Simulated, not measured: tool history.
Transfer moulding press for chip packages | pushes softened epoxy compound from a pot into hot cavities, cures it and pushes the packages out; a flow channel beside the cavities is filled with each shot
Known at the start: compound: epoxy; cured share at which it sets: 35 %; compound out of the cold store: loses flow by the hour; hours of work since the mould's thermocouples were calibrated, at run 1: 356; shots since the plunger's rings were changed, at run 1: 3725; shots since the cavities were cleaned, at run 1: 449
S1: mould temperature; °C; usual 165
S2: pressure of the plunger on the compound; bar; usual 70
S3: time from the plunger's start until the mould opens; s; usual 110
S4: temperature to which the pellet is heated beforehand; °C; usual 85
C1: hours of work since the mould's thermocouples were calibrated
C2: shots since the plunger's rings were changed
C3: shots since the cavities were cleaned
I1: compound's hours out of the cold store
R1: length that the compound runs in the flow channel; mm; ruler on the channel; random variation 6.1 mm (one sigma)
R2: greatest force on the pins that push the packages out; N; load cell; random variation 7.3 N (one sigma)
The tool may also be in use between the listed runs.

{"run": 1, "hour": 0.0, "S1": 165, "S2": 70, "S3": 110, "S4": 85, "C1": 356, "C2": 3725, "C3": 449, "I1": 14.6, "R1": 717, "R2": 521}
{"run": 2, "hour": 18.6, "S1": 165, "S2": 70, "S3": 91, "S4": 85, "C1": 364, "C2": 3855, "C3": 579, "I1": 39.2, "R1": 637, "R2": 680}
{"run": 3, "hour": 27.3, "S1": 165, "S2": 70, "S3": 100, "S4": 85, "C1": 368, "C2": 3916, "C3": 640, "I1": 28.9, "R1": 673, "R2": 599}
{"hour": 34.1, "done": "cavities cleaned with cleaning compound and waxed"}
{"run": 4, "hour": 39.4, "S1": 165, "S2": 70, "S3": 100, "S4": 85, "C1": 373, "C2": 3990, "C3": 37, "I1": 18.2, "R1": 688, "R2": 377}
{"run": 5, "hour": 54.2, "S1": 165, "S2": 70, "S3": 100, "S4": 85, "C1": 379, "C2": 4093, "C3": 140, "I1": 9, "R1": 726, "R2": 464}
{"run": 6, "hour": 73.7, "S1": 165, "S2": 70, "S3": 110, "S4": 85, "C1": 388, "C2": 4230, "C3": 277, "I1": 34.4, "R1": 649, "R2": 450}
{"run": 7, "hour": 91.4, "S1": 165, "S2": 70, "S3": 110, "S4": 85, "C1": 395, "C2": 4353, "C3": 400, "I1": 30.1, "R1": 658, "R2": 492}
{"run": 8, "hour": 107.3, "S1": 165, "S2": 70, "S3": 110, "S4": 85, "C1": 402, "C2": 4464, "C3": 511, "I1": 24.6, "R1": 673, "R2": 533}
{"run": 9, "hour": 120.3, "S1": 165, "S2": 70, "S3": 110, "S4": 85, "C1": 408, "C2": 4555, "C3": 602, "I1": 20.8, "R1": 672, "R2": 531}
{"hour": 132.7, "done": "cavities cleaned with cleaning compound and waxed"}
{"run": 10, "hour": 140.0, "S1": 165, "S2": 70, "S3": 110, "S4": 85, "C1": 416, "C2": 4682, "C3": 51, "I1": 33.7, "R1": 646, "R2": 328}
{"run": 11, "hour": 150.6, "S1": 165, "S2": 70, "S3": 110, "S4": 85, "C1": 421, "C2": 4756, "C3": 125, "I1": 24.6, "R1": 668, "R2": 393}
{"run": 12, "hour": 166.1, "S1": 165, "S2": 70.6, "S3": 110, "S4": 85, "C1": 427, "C2": 4864, "C3": 233, "I1": 9.9, "R1": 720, "R2": 443}
{"run": 13, "hour": 185.3, "S1": 165, "S2": 70, "S3": 110, "S4": 85, "C1": 436, "C2": 4998, "C3": 367, "I1": 32.7, "R1": 642, "R2": 483}
{"hour": 190.0, "done": "plunger's sealing rings changed"}
{"run": 14, "hour": 203.8, "S1": 165, "S2": 70, "S3": 96, "S4": 85, "C1": 443, "C2": 96, "C3": 479, "I1": 47, "R1": 664, "R2": 584}
{"run": 15, "hour": 220.5, "S1": 165, "S2": 58.7, "S3": 110, "S4": 85, "C1": 450, "C2": 213, "C3": 596, "I1": 18.2, "R1": 683, "R2": 521}
{"run": 16, "hour": 230.6, "S1": 165, "S2": 58.7, "S3": 110, "S4": 85, "C1": 454, "C2": 283, "C3": 666, "I1": 25.7, "R1": 665, "R2": 564}
{"hour": 234.0, "done": "cavities cleaned with cleaning compound and waxed"}
{"run": 17, "hour": 252.6, "S1": 165, "S2": 58.7, "S3": 94, "S4": 94, "C1": 463, "C2": 427, "C3": 130, "I1": 39.4, "R1": 619, "R2": 462}
{"run": 18, "hour": 269.0, "S1": 165, "S2": 58.7, "S3": 94, "S4": 94, "C1": 470, "C2": 541, "C3": 244, "I1": 29.6, "R1": 655, "R2": 532}
{"run": 19, "hour": 278.9, "S1": 165, "S2": 75.3, "S3": 94, "S4": 94, "C1": 475, "C2": 610, "C3": 313, "I1": 16.8, "R1": 766, "R2": 581}
{"run": 20, "hour": 288.4, "S1": 165, "S2": 61.4, "S3": 94, "S4": 76, "C1": 479, "C2": 677, "C3": 380, "I1": 47.1, "R1": 615, "R2": 569}
{"run": 21, "hour": 302.1, "S1": 165, "S2": 53, "S3": 130, "S4": 83, "C1": 485, "C2": 772, "C3": 475, "I1": 44.3, "R1": 574, "R2": 464}
{"run": 22, "hour": 317.0, "S1": 167, "S2": 70, "S3": 99, "S4": 86, "C1": 491, "C2": 876, "C3": 579, "I1": 32.2, "R1": 688, "R2": 540}
{"run": 23, "hour": 330.1, "S1": 167, "S2": 70, "S3": 99, "S4": 86, "C1": 497, "C2": 968, "C3": 671, "I1": 44.5, "R1": 654, "R2": 550}
{"hour": 332.6, "done": "cavities cleaned with cleaning compound and waxed"}
{"run": 24, "hour": 351.9, "S1": 167, "S2": 70, "S3": 99, "S4": 86, "C1": 506, "C2": 1109, "C3": 134, "I1": 37.2, "R1": 667, "R2": 384}
{"run": 25, "hour": 362.6, "S1": 172, "S2": 86.3, "S3": 141, "S4": 93, "C1": 510, "C2": 1184, "C3": 209, "I1": 44.7, "R1": 705, "R2": 366}
{"run": 26, "hour": 381.3, "S1": 166, "S2": 70, "S3": 119, "S4": 85, "C1": 518, "C2": 1315, "C3": 340, "I1": 22.3, "R1": 723, "R2": 408}
{"run": 27, "hour": 390.3, "S1": 166, "S2": 70, "S3": 119, "S4": 85, "C1": 522, "C2": 1377, "C3": 402, "I1": 47.1, "R1": 641, "R2": 445}
{"run": 28, "hour": 407.4, "S1": 166, "S2": 70, "S3": 119, "S4": 85, "C1": 530, "C2": 1497, "C3": 522, "I1": 25, "R1": 709, "R2": 474}

3 ways to go on from here, each from the tool as it stands after run 28. What would each give?
{"run": "A", "hour": 427.4, "S1": 159, "S2": 62.2, "S3": 107, "S4": 85, "C1": 538, "C2": 1637, "C3": 662, "I1": 18.8, "R1": "?", "R2": "?"}
{"run": "B", "hour": 427.4, "S1": 160, "S2": 70, "S3": 145, "S4": 92, "C1": 538, "C2": 1637, "C3": 662, "I1": 10.4, "R1": "?", "R2": "?"}
{"run": "C", "hour": 427.4, "S1": 172, "S2": 70, "S3": 104, "S4": 93, "C1": 538, "C2": 1637, "C3": 662, "I1": 28.2, "R1": "?", "R2": "?"}

run=A R1=708 R2=820
run=B R1=786 R2=515
run=C R1=663 R2=484
Without the tool's hidden state the same runs would have given:
run=A R1=738 R2=486
run=B R1=820 R2=290
run=C R1=690 R2=264
